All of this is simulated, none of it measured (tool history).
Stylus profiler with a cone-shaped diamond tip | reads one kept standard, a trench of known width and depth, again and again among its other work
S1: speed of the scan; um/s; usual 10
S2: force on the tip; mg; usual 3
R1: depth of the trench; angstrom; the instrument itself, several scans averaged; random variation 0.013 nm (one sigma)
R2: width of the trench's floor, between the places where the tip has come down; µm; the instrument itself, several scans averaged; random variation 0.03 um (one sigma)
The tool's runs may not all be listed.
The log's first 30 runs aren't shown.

run 31 hour=2746.9 | S1=10 S2=6.49 | R1=1030.1 R2=98.54
run 32 hour=2813.2 | S1=20 S2=8.04 | R1=1034.9 R2=98.55
run 33 hour=2903.7 | S1=35 S2=1.94 | R1=1013.4 R2=98.45
run 34 hour=2962.2 | S1=35 S2=1.94 | R1=1013.3 R2=98.43
run 35 hour=3024.6 | S1=4 S2=8.07 | R1=1035.1 R2=98.53
-- hour=3065.1 new tip fitted, height scale calibrated
run 36 hour=3130.2 | S1=10 S2=3.31 | R1=1019.1 R2=98.6
run 37 hour=3198.7 | S1=3 S2=1.52 | R1=1011.5 R2=98.63
run 38 hour=3296.4 | S1=3 S2=1.52 | R1=1011.6 R2=98.58
run 39 hour=3384.2 | S1=37 S2=1.21 | R1=1009.8 R2=98.31
run 40 hour=3494.9 | S1=37 S2=1.95 | R1=1013.4 R2=98.46
run 41 hour=3597.2 | S1=13 S2=6.75 | R1=1030.9 R2=98.49
run 42 hour=3666.1 | S1=13 S2=6.75 | R1=1030.8 R2=98.53
run 43 hour=3758.5 | S1=13 S2=6.75 | R1=1030.8 R2=98.55
run 44 hour=3849.9 | S1=12 S2=3 | R1=1018.1 R2=98.52
run 45 hour=3917 | S1=22 S2=2.15 | R1=1014.4 R2=98.49
run 46 hour=3997.2 | S1=19 S2=1.34 | R1=1010.3 R2=98.47

4 ways to go on from here, each from the tool as it stands after run 46. What would each give?
run A hour=4110.7 | S1=12 S2=3.17 | R1=? R2=?
run B hour=4110.7 | S1=28 S2=8.93 | R1=? R2=?
run C hour=4110.7 | S1=10 S2=1.45 | R1=? R2=?
run D hour=4110.7 | S1=19 S2=4.36 | R1=? R2=?

run=A R1=1018.8 R2=98.55
run=B R1=1037.4 R2=98.56
run=C R1=1011.2 R2=98.55
run=D R1=1023.1 R2=98.57
Without the tool's hidden state the same runs would have given:
run=A R1=1018.8 R2=98.55
run=B R1=1037.4 R2=98.57
run=C R1=1011.2 R2=98.55
run=D R1=1023.1 R2=98.58
